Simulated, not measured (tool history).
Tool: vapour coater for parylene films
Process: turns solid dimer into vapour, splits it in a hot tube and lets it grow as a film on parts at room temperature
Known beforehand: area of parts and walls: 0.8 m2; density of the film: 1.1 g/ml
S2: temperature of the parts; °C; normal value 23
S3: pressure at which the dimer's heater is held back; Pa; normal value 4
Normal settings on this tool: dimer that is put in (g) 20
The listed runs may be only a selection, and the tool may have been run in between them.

Run 1, hour 0: usual settings. Result: thickness of the film (µm) 16.14.
Run 2, hour 16.1: usual settings. Result: thickness of the film (µm) 16.08.
Run 3, hour 23.5: usual settings. Result: thickness of the film (µm) 16.25.
Run 4, hour 33.8: usual settings but S2 21 °C. Result: thickness of the film (µm) 17.21.
Run 5, hour 48.4: usual settings but S2 30 °C. Result: thickness of the film (µm) 12.55.
Run 6, hour 59.8: usual settings but S2 30 °C. Result: thickness of the film (µm) 12.44.
Run 7, hour 68.2: usual settings. Result: thickness of the film (µm) 16.09.
Run 8, hour 80.7: usual settings. Result: thickness of the film (µm) 16.11.
Run 9, hour 93.5: usual settings but S2 20 °C. Result: thickness of the film (µm) 17.8.
Run 10, hour 101.1: usual settings but S2 20 °C. Result: thickness of the film (µm) 17.72.
Run 11, hour 113: usual settings but dimer that is put in (g) 26. Result: thickness of the film (µm) 20.73.
Run 12, hour 121.7: usual settings but dimer that is put in (g) 26. Result: thickness of the film (µm) 20.87.
Run 13, hour 136.1: usual settings but dimer that is put in (g) 26. Result: thickness of the film (µm) 20.68.
At hour 148.1: trap's valve overhauled.
Run 14, hour 151.8: usual settings. Result: thickness of the film (µm) 16.02.
Run 15, hour 164: usual settings. Result: thickness of the film (µm) 15.99.
Run 16, hour 174.4: usual settings but dimer that is put in (g) 22. Result: thickness of the film (µm) 17.54.
Run 17, hour 187.4: usual settings but dimer that is put in (g) 22. Result: thickness of the film (µm) 17.34.
Run 18, hour 199.1: usual settings but dimer that is put in (g) 22. Result: thickness of the film (µm) 17.47.
Run 19, hour 215.8: usual settings but dimer that is put in (g) 22. Result: thickness of the film (µm) 17.49.
Run 20, hour 224.2: usual settings but dimer that is put in (g) 22. Result: thickness of the film (µm) 17.34.
At hour 235: gauge calibrated.
Run 21, hour 237.5: usual settings but dimer that is put in (g) 22. Result: thickness of the film (µm) 17.78.

Run 22 has not been measured yet. What should we expect?
Run 22, hour 252.2: usual settings but dimer that is put in (g) 22, S2 33 °C. Result: thickness of the film (µm) ?.

Run 22 yielded thickness of the film (µm) 12.5.
Minus the tool's unlogged condition, the same run would have read thickness of the film (µm) 12.54.
